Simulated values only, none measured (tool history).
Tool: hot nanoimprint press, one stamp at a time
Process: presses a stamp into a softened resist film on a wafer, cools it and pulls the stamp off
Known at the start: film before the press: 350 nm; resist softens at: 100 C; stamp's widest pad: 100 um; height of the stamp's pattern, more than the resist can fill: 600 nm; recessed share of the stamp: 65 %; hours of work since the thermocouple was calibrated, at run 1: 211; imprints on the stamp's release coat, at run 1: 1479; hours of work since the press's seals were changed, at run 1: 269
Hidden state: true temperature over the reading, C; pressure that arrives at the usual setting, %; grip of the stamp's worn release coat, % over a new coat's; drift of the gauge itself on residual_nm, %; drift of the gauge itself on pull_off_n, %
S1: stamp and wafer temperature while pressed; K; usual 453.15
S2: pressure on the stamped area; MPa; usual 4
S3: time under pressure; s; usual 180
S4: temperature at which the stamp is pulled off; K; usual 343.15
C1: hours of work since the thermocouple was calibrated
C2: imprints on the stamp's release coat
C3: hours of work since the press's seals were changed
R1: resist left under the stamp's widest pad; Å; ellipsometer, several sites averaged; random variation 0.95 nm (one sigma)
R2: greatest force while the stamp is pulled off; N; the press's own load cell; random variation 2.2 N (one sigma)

run	hour	S1	S2	S3	S4	C1	C2	C3	R1	R2
1	0	453.15	4	180	343.15	211	1479	269	1634	141
2	35.5	453.15	4	180	343.15	231	1622	290	1626	141
3	53.8	453.15	4	180	343.15	242	1696	300	1627	150
4	79.9	463.15	4	180	343.15	257	1801	315	1196	154
# hour 92.1: stamp cleaned and given a new release coat
# hour 101.5: plate thermocouple calibrated
5	110.2	463.15	4	180	343.15	5	61	327	1237	100
6	127.6	463.15	4	180	343.15	15	131	337	1231	105
7	146.2	463.15	2.77	180	343.15	26	207	348	1487	109
8	180.9	463.15	2.77	180	343.15	46	346	368	1465	113
9	201.9	463.15	2.77	180	343.15	58	431	380	1475	111
10	221.5	463.15	2.77	180	343.15	69	510	391	1475	115
11	238.7	453.15	4	180	343.15	79	580	401	1710	117
# hour 253.2: plate thermocouple calibrated, once more
12	267.2	453.15	4.15	159	337.15	8	682	416	1598	123
13	295.1	453.15	4	160	328.15	24	795	432	1650	141
14	325.8	458.15	3.76	160	333.15	42	919	450	1458	142
15	348.5	463.15	3.72	359	329.15	55	1010	463	899	145
16	367.1	463.15	3.72	359	329.15	65	1085	473	902	149
17	388.8	455.15	3.72	359	349.15	78	1173	486	1164	119
18	423	453.15	4.4	240	343.15	98	1311	506	1359	134
19	446.3	453.15	4.4	240	343.15	111	1405	519	1369	142
20	481.4	457.15	4.4	98	343.15	131	1547	539	1684	141
21	514.8	449.15	4.21	180	339.15	150	1681	558	1779	155
22	540.8	449.15	4.21	180	339.15	165	1786	573	1767	157

Hidden state at the last listed run before each entry between runs and at the first one after, where it differs:
Between runs 4 and 5: stamp cleaned and given a new release coat (hour 92.1); plate thermocouple calibrated (hour 101.5)
  true temperature over the reading, C: -1.59 -> -2.41; pressure that arrives at the usual setting, %: 97.81 -> 97.71; grip of the stamp's worn release coat, % over a new coat's: 54.2 -> 1.7
  measured less the result without the state, R1: +70 -> +102 Å; R2: +56 -> +5 N
Between runs 11 and 12: plate thermocouple calibrated, once more (hour 253.2)
  true temperature over the reading, C: -2.76 -> -0.06; pressure that arrives at the usual setting, %: 97.13 -> 97; grip of the stamp's worn release coat, % over a new coat's: 16.3 -> 19.3
  measured less the result without the state, R1: +161 -> +26 Å; R2: +20 -> +20 N
